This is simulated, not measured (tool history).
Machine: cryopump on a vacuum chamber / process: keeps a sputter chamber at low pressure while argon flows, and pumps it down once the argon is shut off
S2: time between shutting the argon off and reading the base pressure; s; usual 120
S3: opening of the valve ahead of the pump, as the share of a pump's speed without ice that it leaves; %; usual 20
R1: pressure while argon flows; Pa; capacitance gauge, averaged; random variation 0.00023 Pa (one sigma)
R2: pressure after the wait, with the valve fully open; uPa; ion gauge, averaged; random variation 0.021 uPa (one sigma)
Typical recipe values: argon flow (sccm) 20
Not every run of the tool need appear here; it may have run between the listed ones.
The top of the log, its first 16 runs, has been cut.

run 17 hour=233.0 | argon_flow_(sccm)=30 S2=120 S3=20 | R1=0.1387 R2=0.63
run 18 hour=250.6 | argon_flow_(sccm)=30 S2=120 S3=20 | R1=0.1390 R2=0.75
run 19 hour=265.2 | argon_flow_(sccm)=21 S2=28 S3=20 | R1=0.0975 R2=1.48
run 20 hour=285.0 | argon_flow_(sccm)=21 S2=28 S3=20 | R1=0.0972 R2=1.51
run 21 hour=293.5 | argon_flow_(sccm)=21 S2=28 S3=20 | R1=0.0977 R2=1.46
run 22 hour=309.7 | argon_flow_(sccm)=21 S2=221 S3=20 | R1=0.0978 R2=0.59
run 23 hour=330.2 | argon_flow_(sccm)=21 S2=221 S3=20 | R1=0.0976 R2=0.61
run 24 hour=344.7 | argon_flow_(sccm)=21 S2=221 S3=20 | R1=0.0976 R2=0.63
run 25 hour=353.3 | argon_flow_(sccm)=32 S2=163 S3=59 | R1=0.0512 R2=0.68
run 26 hour=371.2 | argon_flow_(sccm)=10 S2=23 S3=34 | R1=0.0276 R2=1.72
run 27 hour=387.6 | argon_flow_(sccm)=10 S2=23 S3=34 | R1=0.0277 R2=1.73
run 28 hour=405.1 | argon_flow_(sccm)=38 S2=120 S3=27 | R1=0.1315 R2=0.74
run 29 hour=416.4 | argon_flow_(sccm)=18 S2=22 S3=51 | R1=0.0331 R2=1.79
run 30 hour=433.5 | argon_flow_(sccm)=18 S2=22 S3=51 | R1=0.0338 R2=1.79
run 31 hour=444.7 | argon_flow_(sccm)=18 S2=22 S3=51 | R1=0.0336 R2=1.84
run 32 hour=458.3 | argon_flow_(sccm)=14 S2=108 S3=22 | R1=0.0597 R2=0.79
run 33 hour=478.3 | argon_flow_(sccm)=20 S2=53 S3=20 | R1=0.0930 R2=1.08
run 34 hour=492.5 | argon_flow_(sccm)=20 S2=53 S3=20 | R1=0.0936 R2=1.08

3 options for the next run, each taken on its own from the tool as it stands now. Forecast them:
run A hour=506.8 | argon_flow_(sccm)=34 S2=120 S3=20 | R1=? R2=?
run B hour=506.8 | argon_flow_(sccm)=20 S2=38 S3=20 | R1=? R2=?
run C hour=506.8 | argon_flow_(sccm)=20 S2=78 S3=20 | R1=? R2=?

run=A R1=0.1588 R2=0.79
run=B R1=0.0930 R2=1.29
run=C R1=0.0934 R2=0.94
With the hidden condition removed and each run's random variation left untouched, the same runs would have given:
run=A R1=0.1568 R2=0.41
run=B R1=0.0919 R2=0.90
run=C R1=0.0922 R2=0.55
